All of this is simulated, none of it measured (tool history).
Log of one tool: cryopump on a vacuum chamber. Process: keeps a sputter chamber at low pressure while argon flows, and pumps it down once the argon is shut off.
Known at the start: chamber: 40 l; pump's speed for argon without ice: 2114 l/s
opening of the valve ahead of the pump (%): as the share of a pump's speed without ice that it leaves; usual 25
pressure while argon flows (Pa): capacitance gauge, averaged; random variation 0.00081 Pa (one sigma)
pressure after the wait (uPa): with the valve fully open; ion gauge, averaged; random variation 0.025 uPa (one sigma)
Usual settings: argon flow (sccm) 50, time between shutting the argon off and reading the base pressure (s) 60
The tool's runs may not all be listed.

| run | hour | argon flow (sccm) | time between shutting the argon off and reading the base pressure (s) | opening of the valve ahead of the pump (%) | pressure while argon flows (Pa) | pressure after the wait (uPa) |
|---|---|---|---|---|---|---|
| 1 | 0 | 50 | 60 | 25 | 0.1607 | 2.21 |
| 2 | 30.4 | 50 | 60 | 25 | 0.1617 | 2.22 |
| 3 | 58.8 | 50 | 60 | 25 | 0.1616 | 2.25 |
| 4 | 92.1 | 50 | 60 | 25 | 0.1619 | 2.2 |
| 5 | 112.4 | 50 | 60 | 25 | 0.1629 | 2.3 |
| 6 | 138.3 | 50 | 65 | 25 | 0.1626 | 2.16 |
| 7 | 184 | 50 | 65 | 25 | 0.1636 | 2.3 |
| 8 | 217.3 | 50 | 60 | 25 | 0.1617 | 2.32 |
| 9 | 243 | 50 | 60 | 25 | 0.1618 | 2.37 |
| 10 | 277 | 50 | 60 | 25 | 0.1627 | 2.35 |
| 11 | 300.6 | 50 | 60 | 25 | 0.1636 | 2.48 |
| 12 | 336 | 50 | 60 | 25 | 0.163 | 2.54 |
| 13 | 365.3 | 50 | 60 | 45 | 0.0916 | 2.51 |
| 14 | 399.4 | 71 | 60 | 45 | 0.1322 | 2.42 |
| 15 | 433 | 71 | 60 | 45 | 0.1307 | 2.52 |
| 16 | 472.3 | 71 | 60 | 45 | 0.1308 | 2.57 |
| 17 | 507.4 | 71 | 60 | 45 | 0.1315 | 2.59 |
| 18 | 541.7 | 45 | 227 | 45 | 0.0838 | 2.05 |
| 19 | 583 | 45 | 31 | 29 | 0.1285 | 3.3 |
| 20 | 605.4 | 45 | 31 | 29 | 0.1271 | 3.41 |
| 21 | 632.3 | 45 | 31 | 21 | 0.1744 | 3.43 |
| 22 | 667 | 45 | 31 | 21 | 0.175 | 3.38 |
| 23 | 714.7 | 50 | 258 | 25 | 0.1652 | 2.19 |
| 24 | 740.5 | 25 | 60 | 36 | 0.058 | 2.78 |
| 25 | 778.3 | 98 | 46 | 25 | 0.3239 | 3.04 |
| 26 | 800.7 | 98 | 84 | 24 | 0.3371 | 2.57 |
| 27 | 823.6 | 53 | 30 | 21 | 0.2079 | 3.61 |
| 28 | 870.2 | 46 | 65 | 21 | 0.1818 | 2.78 |
| 29 | 897 | 46 | 65 | 21 | 0.1797 | 2.86 |
| 30 | 944 | 63 | 65 | 21 | 0.2475 | 2.83 |
| 31 | 974.5 | 63 | 65 | 21 | 0.2476 | 2.99 |
| 32 | 1009.6 | 63 | 65 | 21 | 0.2486 | 2.98 |
| 33 | 1033 | 63 | 65 | 21 | 0.2492 | 3.03 |

Measured less the same run without the tool's hidden state. The same run-to-run variation is in both; the gauge's scatter may not be:
The hidden state here: pump's speed, % of a pump's without ice; cold plate's temperature, K; leak into the chamber, uPa l/s; drift of the gauge itself on working_pa, %; drift of the gauge itself on base_upa, %.
| run | pressure while argon flows (Pa) | pressure after the wait (uPa) |
|---|---|---|
| 1 | +0.0017 | +1.26 |
| 2 | +0.0019 | +1.26 |
| 3 | +0.002 | +1.3 |
| 4 | +0.0022 | +1.28 |
| 5 | +0.0023 | +1.35 |
| 6 | +0.0024 | +1.34 |
| 7 | +0.0026 | +1.38 |
| 8 | +0.0027 | +1.4 |
| 9 | +0.0028 | +1.44 |
| 10 | +0.0029 | +1.43 |
| 11 | +0.0031 | +1.53 |
| 12 | +0.0033 | +1.55 |
| 13 | +0.0034 | +1.54 |
| 14 | +0.0051 | +1.52 |
| 15 | +0.0053 | +1.59 |
| 16 | +0.0055 | +1.61 |
| 17 | +0.0058 | +1.65 |
| 18 | +0.0038 | +1.69 |
| 19 | +0.004 | +1.65 |
| 20 | +0.0041 | +1.72 |
| 21 | +0.0042 | +1.74 |
| 22 | +0.0043 | +1.73 |
| 23 | +0.0051 | +1.83 |
| 24 | +0.0026 | +1.86 |
| 25 | +0.0106 | +1.86 |
| 26 | +0.0108 | +1.91 |
| 27 | +0.006 | +1.9 |
| 28 | +0.0054 | +1.92 |
| 29 | +0.0054 | +1.98 |
| 30 | +0.0079 | +2 |
| 31 | +0.008 | +2.1 |
| 32 | +0.0083 | +2.08 |
| 33 | +0.0085 | +2.13 |

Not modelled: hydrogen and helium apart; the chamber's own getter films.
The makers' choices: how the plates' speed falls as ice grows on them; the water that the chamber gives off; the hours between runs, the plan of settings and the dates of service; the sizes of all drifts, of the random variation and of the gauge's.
